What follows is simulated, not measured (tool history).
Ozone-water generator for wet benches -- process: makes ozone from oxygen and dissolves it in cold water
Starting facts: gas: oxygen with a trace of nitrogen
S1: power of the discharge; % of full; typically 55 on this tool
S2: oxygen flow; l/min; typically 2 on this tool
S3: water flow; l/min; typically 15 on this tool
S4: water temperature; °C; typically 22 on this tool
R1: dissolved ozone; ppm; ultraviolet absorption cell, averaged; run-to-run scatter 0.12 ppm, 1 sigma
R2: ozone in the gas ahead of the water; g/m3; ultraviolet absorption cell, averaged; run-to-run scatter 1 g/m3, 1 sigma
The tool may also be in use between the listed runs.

{"run": 1, "day": 0.0, "S1": 55, "S2": 2, "S3": 15, "S4": 22, "R1": 9.9, "R2": 175.8}
{"run": 2, "day": 3.975, "S1": 55, "S2": 2, "S3": 15, "S4": 22, "R1": 9.6, "R2": 173.8}
{"run": 3, "day": 9.938, "S1": 55, "S2": 2, "S3": 15, "S4": 23, "R1": 9.7, "R2": 175}
{"run": 4, "day": 15.283, "S1": 55, "S2": 2.18, "S3": 15, "S4": 22, "R1": 10, "R2": 169.6}
{"run": 5, "day": 21.562, "S1": 55, "S2": 2.18, "S3": 15, "S4": 22, "R1": 10.1, "R2": 170.8}
{"run": 6, "day": 28.188, "S1": 55, "S2": 2.18, "S3": 15, "S4": 22, "R1": 10.2, "R2": 172.1}
{"run": 7, "day": 31.179, "S1": 55, "S2": 2.18, "S3": 13, "S4": 15, "R1": 12.5, "R2": 170.5}
{"run": 8, "day": 35.546, "S1": 51, "S2": 1.96, "S3": 11, "S4": 22, "R1": 12.7, "R2": 170}
{"run": 9, "day": 38.892, "S1": 62, "S2": 1.53, "S3": 12, "S4": 19, "R1": 12.7, "R2": 212.7}
{"run": 10, "day": 44.862, "S1": 62, "S2": 1.53, "S3": 12, "S4": 19, "R1": 12.8, "R2": 212.9}
{"run": 11, "day": 51.279, "S1": 78, "S2": 2, "S3": 16, "S4": 26, "R1": 11.1, "R2": 228}
{"day": 51.871, "done": "water thermometer calibrated"}
{"run": 12, "day": 57.846, "S1": 70, "S2": 2, "S3": 16, "S4": 24, "R1": 10.5, "R2": 212}

Consider 3 possible next runs. They are alternatives, not a sequence: every one starts from the tool as it was left by run 12. What does each give?
{"run": "A", "day": 64.017, "S1": 55, "S2": 2.8, "S3": 17, "S4": 22, "R1": "?", "R2": "?"}
{"run": "B", "day": 64.017, "S1": 85, "S2": 2, "S3": 15, "S4": 22, "R1": "?", "R2": "?"}
{"run": "C", "day": 64.017, "S1": 41, "S2": 2, "S3": 16, "S4": 24, "R1": "?", "R2": "?"}

run=A R1=9.4 R2=156.8
run=B R1=13.3 R2=242.9
run=C R1=7.2 R2=145
Without the tool's hidden state the same runs would have given:
run=A R1=9.4 R2=155
run=B R1=13.3 R2=240.2
run=C R1=7.2 R2=143.3
